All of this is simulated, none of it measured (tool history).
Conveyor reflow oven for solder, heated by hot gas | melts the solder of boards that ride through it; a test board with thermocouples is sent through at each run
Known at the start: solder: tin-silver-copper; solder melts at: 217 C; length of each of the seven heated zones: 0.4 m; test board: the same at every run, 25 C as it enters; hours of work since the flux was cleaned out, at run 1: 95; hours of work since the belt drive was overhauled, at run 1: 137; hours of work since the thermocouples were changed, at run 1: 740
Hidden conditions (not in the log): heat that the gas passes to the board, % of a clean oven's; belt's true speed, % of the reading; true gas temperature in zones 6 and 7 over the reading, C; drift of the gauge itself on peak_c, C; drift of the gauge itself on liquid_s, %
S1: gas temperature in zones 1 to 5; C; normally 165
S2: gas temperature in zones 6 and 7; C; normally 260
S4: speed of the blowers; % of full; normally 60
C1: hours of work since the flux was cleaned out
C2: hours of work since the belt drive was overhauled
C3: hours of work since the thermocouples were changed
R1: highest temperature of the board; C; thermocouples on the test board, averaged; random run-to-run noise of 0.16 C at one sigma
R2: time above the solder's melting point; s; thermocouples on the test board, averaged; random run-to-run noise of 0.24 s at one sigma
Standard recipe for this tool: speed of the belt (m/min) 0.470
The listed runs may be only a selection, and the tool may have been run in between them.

{"run": 1, "hour": 0.0, "S1": 165, "S2": 260, "speed of the belt (m/min)": 0.47, "S4": 60, "C1": 95, "C2": 137, "C3": 740, "R1": 239.8, "R2": 57.1}
{"run": 2, "hour": 52.5, "S1": 165, "S2": 260, "speed of the belt (m/min)": 0.47, "S4": 60, "C1": 126, "C2": 168, "C3": 772, "R1": 239.7, "R2": 57.3}
{"run": 3, "hour": 121.4, "S1": 165, "S2": 260, "speed of the belt (m/min)": 0.47, "S4": 60, "C1": 167, "C2": 209, "C3": 812, "R1": 239.7, "R2": 56.6}
{"hour": 177.0, "done": "thermocouples of zones 6 and 7 changed"}
{"hour": 188.1, "done": "flux residue cleaned out of gas plates and filters"}
{"run": 4, "hour": 188.1, "S1": 165, "S2": 260, "speed of the belt (m/min)": 0.47, "S4": 60, "C1": 0, "C2": 244, "C3": 4, "R1": 241.6, "R2": 59.9}
{"run": 5, "hour": 246.3, "S1": 165, "S2": 260, "speed of the belt (m/min)": 0.47, "S4": 60, "C1": 34, "C2": 279, "C3": 38, "R1": 241.4, "R2": 59.5}
{"run": 6, "hour": 299.2, "S1": 165, "S2": 260, "speed of the belt (m/min)": 0.47, "S4": 60, "C1": 66, "C2": 310, "C3": 69, "R1": 241.5, "R2": 59.5}
{"run": 7, "hour": 379.4, "S1": 165, "S2": 275, "speed of the belt (m/min)": 0.47, "S4": 60, "C1": 113, "C2": 357, "C3": 117, "R1": 254.3, "R2": 73.8}
{"hour": 436.5, "done": "flux residue cleaned out of gas plates and filters, once more"}
{"run": 8, "hour": 457.6, "S1": 165, "S2": 275, "speed of the belt (m/min)": 0.47, "S4": 60, "C1": 13, "C2": 401, "C3": 160, "R1": 255.1, "R2": 74.5}
{"run": 9, "hour": 538.7, "S1": 165, "S2": 275, "speed of the belt (m/min)": 0.47, "S4": 60, "C1": 61, "C2": 449, "C3": 208, "R1": 254.8, "R2": 74.7}
{"run": 10, "hour": 611.2, "S1": 165, "S2": 275, "speed of the belt (m/min)": 0.47, "S4": 60, "C1": 103, "C2": 492, "C3": 251, "R1": 254.5, "R2": 74.6}
{"run": 11, "hour": 654.9, "S1": 165, "S2": 275, "speed of the belt (m/min)": 0.47, "S4": 60, "C1": 129, "C2": 518, "C3": 277, "R1": 254.5, "R2": 74.5}
{"run": 12, "hour": 729.2, "S1": 165, "S2": 260, "speed of the belt (m/min)": 0.47, "S4": 60, "C1": 173, "C2": 562, "C3": 321, "R1": 241.2, "R2": 59.3}
{"hour": 782.1, "done": "flux residue cleaned out of gas plates and filters"}
{"run": 13, "hour": 784.5, "S1": 165, "S2": 260, "speed of the belt (m/min)": 0.47, "S4": 60, "C1": 1, "C2": 591, "C3": 351, "R1": 241.9, "R2": 60.6}
{"run": 14, "hour": 840.5, "S1": 170, "S2": 260, "speed of the belt (m/min)": 0.47, "S4": 60, "C1": 35, "C2": 625, "C3": 384, "R1": 242.1, "R2": 63.9}
{"run": 15, "hour": 886.7, "S1": 170, "S2": 260, "speed of the belt (m/min)": 0.47, "S4": 60, "C1": 62, "C2": 652, "C3": 411, "R1": 242.2, "R2": 63.4}
{"run": 16, "hour": 927.8, "S1": 165, "S2": 260, "speed of the belt (m/min)": 0.382, "S4": 60, "C1": 86, "C2": 676, "C3": 436, "R1": 247.3, "R2": 87.1}
{"run": 17, "hour": 988.9, "S1": 168, "S2": 260, "speed of the belt (m/min)": 0.44, "S4": 60, "C1": 122, "C2": 712, "C3": 472, "R1": 243.4, "R2": 69.2}
{"hour": 1007.1, "done": "belt drive overhauled, speed set with a stopwatch"}
{"run": 18, "hour": 1034.4, "S1": 165, "S2": 252, "speed of the belt (m/min)": 0.557, "S4": 70, "C1": 147, "C2": 16, "C3": 497, "R1": 230.3, "R2": 33.6}
{"run": 19, "hour": 1084.5, "S1": 165, "S2": 270, "speed of the belt (m/min)": 0.492, "S4": 89, "C1": 177, "C2": 46, "C3": 526, "R1": 253.3, "R2": 71.0}
{"hour": 1132.4, "done": "flux residue cleaned out of gas plates and filters"}
{"run": 20, "hour": 1174.7, "S1": 164, "S2": 270, "speed of the belt (m/min)": 0.472, "S4": 89, "C1": 25, "C2": 96, "C3": 577, "R1": 254.8, "R2": 76.2}
{"run": 21, "hour": 1247.3, "S1": 164, "S2": 264, "speed of the belt (m/min)": 0.472, "S4": 89, "C1": 68, "C2": 139, "C3": 620, "R1": 249.4, "R2": 70.7}
{"run": 22, "hour": 1298.0, "S1": 162, "S2": 255, "speed of the belt (m/min)": 0.557, "S4": 73, "C1": 98, "C2": 169, "C3": 650, "R1": 232.8, "R2": 36.6}
{"run": 23, "hour": 1345.7, "S1": 165, "S2": 266, "speed of the belt (m/min)": 0.465, "S4": 56, "C1": 126, "C2": 198, "C3": 678, "R1": 244.7, "R2": 63.9}
{"run": 24, "hour": 1427.3, "S1": 165, "S2": 248, "speed of the belt (m/min)": 0.465, "S4": 56, "C1": 175, "C2": 246, "C3": 726, "R1": 228.9, "R2": 38.5}
{"hour": 1480.1, "done": "flux residue cleaned out of gas plates and filters"}
{"run": 25, "hour": 1499.2, "S1": 165, "S2": 248, "speed of the belt (m/min)": 0.465, "S4": 56, "C1": 11, "C2": 286, "C3": 766, "R1": 229.0, "R2": 39.0}
{"run": 26, "hour": 1538.2, "S1": 167, "S2": 258, "speed of the belt (m/min)": 0.468, "S4": 56, "C1": 34, "C2": 309, "C3": 789, "R1": 237.7, "R2": 55.2}
{"run": 27, "hour": 1588.0, "S1": 159, "S2": 260, "speed of the belt (m/min)": 0.447, "S4": 60, "C1": 64, "C2": 338, "C3": 818, "R1": 240.2, "R2": 59.6}
{"hour": 1632.5, "done": "thermocouples of zones 6 and 7 changed"}
{"run": 28, "hour": 1655.1, "S1": 159, "S2": 260, "speed of the belt (m/min)": 0.447, "S4": 60, "C1": 102, "C2": 377, "C3": 13, "R1": 242.7, "R2": 62.8}
{"run": 29, "hour": 1731.5, "S1": 165, "S2": 260, "speed of the belt (m/min)": 0.529, "S4": 90, "C1": 148, "C2": 422, "C3": 59, "R1": 244.4, "R2": 57.1}

What if the next run were any one of these 4? Each begins from the tool's condition after run 29:
{"run": "A", "hour": 1775.5, "S1": 165, "S2": 254, "speed of the belt (m/min)": 0.402, "S4": 90, "C1": 174, "C2": 448, "C3": 85, "R1": "?", "R2": "?"}
{"run": "B", "hour": 1775.5, "S1": 165, "S2": 262, "speed of the belt (m/min)": 0.47, "S4": 57, "C1": 174, "C2": 448, "C3": 85, "R1": "?", "R2": "?"}
{"run": "C", "hour": 1775.5, "S1": 167, "S2": 260, "speed of the belt (m/min)": 0.454, "S4": 52, "C1": 174, "C2": 448, "C3": 85, "R1": "?", "R2": "?"}
{"run": "D", "hour": 1775.5, "S1": 172, "S2": 260, "speed of the belt (m/min)": 0.5, "S4": 50, "C1": 174, "C2": 448, "C3": 85, "R1": "?", "R2": "?"}

run=A R1=245.3 R2=82.4
run=B R1=242.7 R2=61.2
run=C R1=241.3 R2=61.9
run=D R1=238.3 R2=52.9
The same runs, with their run-to-run variation unchanged, on a tool lacking any hidden condition would have given:
run=A R1=245.9 R2=83.1
run=B R1=243.4 R2=61.8
run=C R1=241.9 R2=62.4
run=D R1=238.9 R2=53.6
